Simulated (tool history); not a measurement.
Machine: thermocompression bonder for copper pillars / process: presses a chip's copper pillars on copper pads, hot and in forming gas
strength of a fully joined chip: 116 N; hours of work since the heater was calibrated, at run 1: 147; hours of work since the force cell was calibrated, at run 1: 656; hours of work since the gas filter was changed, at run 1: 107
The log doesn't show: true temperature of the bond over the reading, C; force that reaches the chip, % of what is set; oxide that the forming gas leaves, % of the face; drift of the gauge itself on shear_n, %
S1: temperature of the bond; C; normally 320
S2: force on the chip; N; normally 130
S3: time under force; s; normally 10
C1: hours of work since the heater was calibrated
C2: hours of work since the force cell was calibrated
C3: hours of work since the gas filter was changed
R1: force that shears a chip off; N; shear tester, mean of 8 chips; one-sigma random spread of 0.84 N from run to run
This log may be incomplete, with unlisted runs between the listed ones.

run	hour	S1	S2	S3	C1	C2	C3	R1
1	0.0	320	130	10	147	656	107	68.3
2	12.8	320	130	6	155	664	115	57.5
3	23.2	320	130	19	162	670	122	81.2
4	30.5	320	130	10	166	675	126	67.8
5	38.5	320	130	10	171	680	131	66.9
6	51.4	320	130	10	179	688	139	65.6
7	58.1	320	130	10	183	692	143	67.1
8	71.4	320	121	6	192	700	151	54.0
9	81.3	313	121	17	198	706	158	69.8
10	87.6	313	121	17	202	710	161	70.3
11	100.0	320	122	16	209	718	169	74.1
12	111.6	346	85	10	217	725	176	67.2
13	122.9	346	85	10	224	732	183	68.3

Forecast each of these 4 alternatives for the next run:
A	137.3	297	85	10	232	741	192	?
B	137.3	320	117	10	232	741	192	?
C	137.3	319	84	6	232	741	192	?
D	137.3	320	99	10	232	741	192	?

run	R1
A	35.8
B	62.4
C	41.1
D	55.8
The same runs, with their run-to-run variation unchanged, on a tool lacking any hidden condition would have given:
run	R1
A	36.0
B	62.7
C	41.4
D	56.2
